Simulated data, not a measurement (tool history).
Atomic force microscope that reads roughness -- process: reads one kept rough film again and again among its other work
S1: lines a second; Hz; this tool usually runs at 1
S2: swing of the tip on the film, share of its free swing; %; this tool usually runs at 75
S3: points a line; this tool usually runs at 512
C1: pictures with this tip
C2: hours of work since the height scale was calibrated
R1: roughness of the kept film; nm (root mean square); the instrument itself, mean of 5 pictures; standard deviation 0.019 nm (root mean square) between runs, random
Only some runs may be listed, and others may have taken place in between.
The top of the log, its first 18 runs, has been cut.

run,hour,S1,S2,S3,C1,C2,R1
19,171.7,2.6,75,666,129,344,4.141
20,184.2,2.6,75,666,142,351,4.163
21,190.4,2.6,75,666,149,354,4.14
22,202.2,2.6,75,666,161,360,4.138
23,214.1,2.6,75,666,174,365,4.117
24,224,2.6,75,666,184,370,4.164
25,232.8,2.6,75,666,193,375,4.088
26,243.9,1.67,73,337,205,380,4.407
27,254.9,3.06,73,501,217,386,4.096
28,265.6,3.33,83,476,228,391,3.62
29,274,1,75,784,237,395,4.609
30,282.2,3.92,87,938,245,399,3.233
31,296.3,3.92,87,938,260,406,3.243
32,306.9,0.58,62,376,272,412,4.8

Forecast each of these 3 alternatives for the next run:
A,320.9,1,64,310,286,419,?
B,320.9,1,75,424,286,419,?
C,320.9,2.17,62,376,286,419,?

run,R1
A,4.727
B,4.566
C,4.568
What these runs would have given with no unlogged condition in the tool:
run,R1
A,4.734
B,4.573
C,4.574
